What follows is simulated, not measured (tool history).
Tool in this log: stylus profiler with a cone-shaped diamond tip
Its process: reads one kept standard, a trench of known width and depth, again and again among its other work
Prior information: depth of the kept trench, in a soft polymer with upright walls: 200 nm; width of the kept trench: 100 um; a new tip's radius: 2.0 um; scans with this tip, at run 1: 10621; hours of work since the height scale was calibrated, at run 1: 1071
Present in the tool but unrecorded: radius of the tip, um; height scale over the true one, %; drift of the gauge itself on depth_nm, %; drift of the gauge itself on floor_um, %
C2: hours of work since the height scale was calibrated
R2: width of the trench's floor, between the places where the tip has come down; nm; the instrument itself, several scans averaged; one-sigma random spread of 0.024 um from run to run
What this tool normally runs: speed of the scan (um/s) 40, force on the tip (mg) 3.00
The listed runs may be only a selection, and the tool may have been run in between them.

Run 1, hour 0.0: usual settings; scans with this tip 10621; C2 1071. Result: depth of the trench (nm) 202.85, R2 98150 nm.
Run 2, hour 29.5: usual settings; scans with this tip 10742; C2 1083. Result: depth of the trench (nm) 202.85, R2 98210 nm.
Run 3, hour 50.9: usual settings; scans with this tip 10830; C2 1092. Result: depth of the trench (nm) 202.78, R2 98180 nm.
Run 4, hour 96.1: usual settings; scans with this tip 11015; C2 1111. Result: depth of the trench (nm) 202.89, R2 98180 nm.
Run 5, hour 115.5: usual settings; scans with this tip 11095; C2 1119. Result: depth of the trench (nm) 202.90, R2 98190 nm.
Run 6, hour 152.9: usual settings but force on the tip (mg) 2.51; scans with this tip 11248; C2 1134. Result: depth of the trench (nm) 202.61, R2 98150 nm.
Run 7, hour 174.1: usual settings but speed of the scan (um/s) 89, force on the tip (mg) 1.89; scans with this tip 11335; C2 1143. Result: depth of the trench (nm) 202.09, R2 98040 nm.
Run 8, hour 201.2: usual settings but speed of the scan (um/s) 42, force on the tip (mg) 2.01; scans with this tip 11446; C2 1154. Result: depth of the trench (nm) 202.27, R2 98160 nm.
Run 9, hour 225.1: usual settings but speed of the scan (um/s) 12, force on the tip (mg) 5.73; scans with this tip 11544; C2 1164. Result: depth of the trench (nm) 204.50, R2 98240 nm.
Run 10, hour 249.0: usual settings but speed of the scan (um/s) 12, force on the tip (mg) 2.11; scans with this tip 11642; C2 1174. Result: depth of the trench (nm) 202.32, R2 98220 nm.
At hour 255.0: new tip fitted, height scale calibrated.
Run 11, hour 272.8: usual settings but speed of the scan (um/s) 63, force on the tip (mg) 1.46; scans with this tip 73; C2 7. Result: depth of the trench (nm) 201.75, R2 98120 nm.
Run 12, hour 310.8: usual settings but speed of the scan (um/s) 88, force on the tip (mg) 1.17; scans with this tip 228; C2 23. Result: depth of the trench (nm) 201.58, R2 97970 nm.

How the hidden state differs across the entries between the runs, from the last listed run before each to the first after it:
Between runs 10 and 11: new tip fitted, height scale calibrated (hour 255.0)
  radius of the tip, um: 2.03 -> 2; height scale over the true one, %: -0.009 -> 0
